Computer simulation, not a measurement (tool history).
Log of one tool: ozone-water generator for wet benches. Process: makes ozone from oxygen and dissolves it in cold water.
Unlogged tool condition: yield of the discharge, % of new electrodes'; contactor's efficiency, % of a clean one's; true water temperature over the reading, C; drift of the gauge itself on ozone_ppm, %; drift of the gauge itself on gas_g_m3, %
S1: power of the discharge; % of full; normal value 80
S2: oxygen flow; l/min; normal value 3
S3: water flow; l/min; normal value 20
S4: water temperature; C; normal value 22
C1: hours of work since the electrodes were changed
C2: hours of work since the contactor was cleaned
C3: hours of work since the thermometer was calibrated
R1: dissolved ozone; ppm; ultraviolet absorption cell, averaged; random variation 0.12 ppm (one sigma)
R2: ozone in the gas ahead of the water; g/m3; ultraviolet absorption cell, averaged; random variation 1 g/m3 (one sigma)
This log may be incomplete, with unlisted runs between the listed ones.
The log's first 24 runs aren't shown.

run    hour  S1    S2  S3  S4    C1    C2    C3    R1     R2
 25    2128  69  3.51  18  22  3544   784  2028  10.6  142.2
 26  2224.7  84     3  16  22  3640   880  2124    13  169.3
 27  2290.2  84     3  16  22  3704   944  2188  13.1  168.9
 28  2369.4  80  2.88  18  22  3782  1022  2266  11.3  166.5
 29  2440.6  90     3  22  22  3852  1092  2336   9.9  174.7
 30  2534.3  90  2.97  24  24  3944  1184  2428   8.6  176.9
 31  2641.2  90  2.97  24  24  4050  1290  2534   8.8  175.2
 32  2727.4  90  2.97  24  24  4134  1374  2619   8.9  175.1

Branching from run 32: 4 alternative next runs. What would each branch give?
  A  2789.1  48  2.97  14  22  4195  1435  2679   ?   ?
  B  2789.1  82  2.03  20  22  4195  1435  2679   ?   ?
  C  2789.1  90  4.39  21  24  4195  1435  2679   ?   ?
  D  2789.1  57     3  15  25  4195  1435  2679   ?   ?

run    R1     R2
  A  10.6  120.1
  B     9  192.1
  C  10.7  150.8
  D  10.3  133.2
Had the tool no hidden state, the same runs would have come out as:
run    R1     R2
  A  11.3  127.4
  B   9.9  209.1
  C  11.9  164.9
  D  11.1  142.5

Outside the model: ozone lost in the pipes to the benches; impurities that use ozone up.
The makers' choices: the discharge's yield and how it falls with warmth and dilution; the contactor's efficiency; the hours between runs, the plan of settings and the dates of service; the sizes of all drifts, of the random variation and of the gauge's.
